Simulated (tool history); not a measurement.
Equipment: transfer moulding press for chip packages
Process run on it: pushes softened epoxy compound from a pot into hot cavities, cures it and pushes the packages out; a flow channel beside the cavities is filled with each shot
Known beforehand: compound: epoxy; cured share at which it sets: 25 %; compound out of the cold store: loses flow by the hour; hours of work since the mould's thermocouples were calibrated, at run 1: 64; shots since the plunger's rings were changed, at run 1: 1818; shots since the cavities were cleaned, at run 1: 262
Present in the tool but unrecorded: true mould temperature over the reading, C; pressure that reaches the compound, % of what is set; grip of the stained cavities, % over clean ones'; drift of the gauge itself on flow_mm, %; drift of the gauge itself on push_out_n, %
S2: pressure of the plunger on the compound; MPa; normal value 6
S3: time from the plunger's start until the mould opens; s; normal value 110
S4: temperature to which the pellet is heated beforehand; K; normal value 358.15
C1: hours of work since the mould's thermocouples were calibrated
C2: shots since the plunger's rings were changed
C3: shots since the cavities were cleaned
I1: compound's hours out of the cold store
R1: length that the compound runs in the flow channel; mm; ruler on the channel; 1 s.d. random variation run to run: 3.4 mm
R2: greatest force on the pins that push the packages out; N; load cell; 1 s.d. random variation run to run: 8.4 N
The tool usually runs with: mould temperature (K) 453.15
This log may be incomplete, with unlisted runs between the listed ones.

{"run": 1, "hour": 0.0, "mould temperature (K)": 453.15, "S2": 6, "S3": 110, "S4": 358.15, "C1": 64, "C2": 1818, "C3": 262, "I1": 34.3, "R1": 689, "R2": 552}
{"hour": 16.7, "done": "cavities cleaned with cleaning compound and waxed"}
{"hour": 57.6, "done": "cavities cleaned with cleaning compound and waxed"}
{"run": 2, "hour": 75.2, "mould temperature (K)": 453.15, "S2": 6, "S3": 110, "S4": 358.15, "C1": 116, "C2": 2707, "C3": 216, "I1": 29.8, "R1": 702, "R2": 520}
{"hour": 93.7, "done": "cavities cleaned with cleaning compound and waxed"}
{"hour": 128.6, "done": "cavities cleaned with cleaning compound and waxed"}
{"run": 3, "hour": 152.8, "mould temperature (K)": 453.15, "S2": 6, "S3": 110, "S4": 358.15, "C1": 170, "C2": 3626, "C3": 297, "I1": 17.1, "R1": 753, "R2": 551}
{"hour": 168.4, "done": "cavities cleaned with cleaning compound and waxed"}
{"hour": 209.3, "done": "cavities cleaned with cleaning compound and waxed"}
{"run": 4, "hour": 230.6, "mould temperature (K)": 453.15, "S2": 6, "S3": 110, "S4": 358.15, "C1": 224, "C2": 4548, "C3": 263, "I1": 31.3, "R1": 676, "R2": 553}
{"hour": 246.4, "done": "cavities cleaned with cleaning compound and waxed"}
{"hour": 256.8, "done": "plunger's sealing rings changed"}
{"hour": 288.7, "done": "cavities cleaned with cleaning compound and waxed"}
{"run": 5, "hour": 293.4, "mould temperature (K)": 453.15, "S2": 6, "S3": 92, "S4": 358.15, "C1": 265, "C2": 433, "C3": 58, "I1": 16.2, "R1": 779, "R2": 507}
{"hour": 324.2, "done": "cavities cleaned with cleaning compound and waxed"}
{"run": 6, "hour": 340.4, "mould temperature (K)": 453.15, "S2": 6, "S3": 110, "S4": 349.15, "C1": 298, "C2": 993, "C3": 199, "I1": 9.8, "R1": 802, "R2": 546}
{"hour": 362.5, "done": "cavities cleaned with cleaning compound and waxed"}
{"hour": 399.9, "done": "cavities cleaned with cleaning compound and waxed"}
{"run": 7, "hour": 430.2, "mould temperature (K)": 453.15, "S2": 6, "S3": 110, "S4": 349.15, "C1": 360, "C2": 2063, "C3": 374, "I1": 25, "R1": 728, "R2": 590}
{"hour": 440.0, "done": "cavities cleaned with cleaning compound and waxed"}
{"hour": 479.2, "done": "cavities cleaned with cleaning compound and waxed"}
{"hour": 515.2, "done": "cavities cleaned with cleaning compound and waxed"}
{"run": 8, "hour": 527.5, "mould temperature (K)": 453.15, "S2": 6, "S3": 110, "S4": 349.15, "C1": 427, "C2": 3206, "C3": 152, "I1": 27.2, "R1": 708, "R2": 500}
{"hour": 553.3, "done": "cavities cleaned with cleaning compound and waxed"}
{"hour": 589.0, "done": "cavities cleaned with cleaning compound and waxed"}
{"run": 9, "hour": 611.0, "mould temperature (K)": 458.15, "S2": 7.18, "S3": 127, "S4": 356.15, "C1": 485, "C2": 4197, "C3": 270, "I1": 16.1, "R1": 808, "R2": 536}
{"hour": 620.8, "done": "mould's thermocouples calibrated"}
{"hour": 630.4, "done": "cavities cleaned with cleaning compound and waxed"}
{"hour": 665.5, "done": "plunger's sealing rings changed"}
{"hour": 675.3, "done": "cavities cleaned with cleaning compound and waxed"}
{"run": 10, "hour": 692.2, "mould temperature (K)": 453.15, "S2": 4.5, "S3": 145, "S4": 354.15, "C1": 47, "C2": 311, "C3": 208, "I1": 10.8, "R1": 703, "R2": 490}
{"hour": 710.2, "done": "cavities cleaned with cleaning compound and waxed"}
{"hour": 751.1, "done": "cavities cleaned with cleaning compound and waxed"}
{"run": 11, "hour": 759.6, "mould temperature (K)": 458.15, "S2": 6, "S3": 119, "S4": 358.15, "C1": 94, "C2": 1105, "C3": 105, "I1": 21.4, "R1": 741, "R2": 443}
{"hour": 785.9, "done": "cavities cleaned with cleaning compound and waxed"}
{"hour": 828.1, "done": "cavities cleaned with cleaning compound and waxed"}
{"run": 12, "hour": 849.9, "mould temperature (K)": 456.15, "S2": 6.25, "S3": 134, "S4": 359.15, "C1": 156, "C2": 2180, "C3": 268, "I1": 42.1, "R1": 660, "R2": 526}
{"hour": 868.1, "done": "cavities cleaned with cleaning compound and waxed"}
{"hour": 906.5, "done": "cavities cleaned with cleaning compound and waxed"}
{"hour": 921.8, "done": "mould's thermocouples calibrated, once more"}
{"run": 13, "hour": 923.3, "mould temperature (K)": 456.15, "S2": 6.25, "S3": 134, "S4": 359.15, "C1": 1, "C2": 3023, "C3": 182, "I1": 38.5, "R1": 664, "R2": 485}
{"hour": 944.3, "done": "cavities cleaned with cleaning compound and waxed"}
{"hour": 979.4, "done": "cavities cleaned with cleaning compound and waxed"}
{"run": 14, "hour": 1002.5, "mould temperature (K)": 456.15, "S2": 4.59, "S3": 134, "S4": 359.15, "C1": 56, "C2": 3961, "C3": 285, "I1": 24.5, "R1": 618, "R2": 508}

For some of the steps in R1 from one run to the next: how much would appear even if the tool had no hidden state, given the settings, what came in and random variation, and how much remains for the hidden state plus any gauge scatter that the measured result and the result without hidden state don't share?
Run 9 -> 10: mould temperature (K) 458.15 -> 453.15, S2 7.18 -> 4.5, S3 127 -> 145, S4 356.15 -> 354.15, mould's thermocouples calibrated, cavities cleaned with cleaning compound and waxed, plunger's sealing rings changed, cavities cleaned with cleaning compound and waxed. R1 -105 mm: hidden state +36, all else -141.
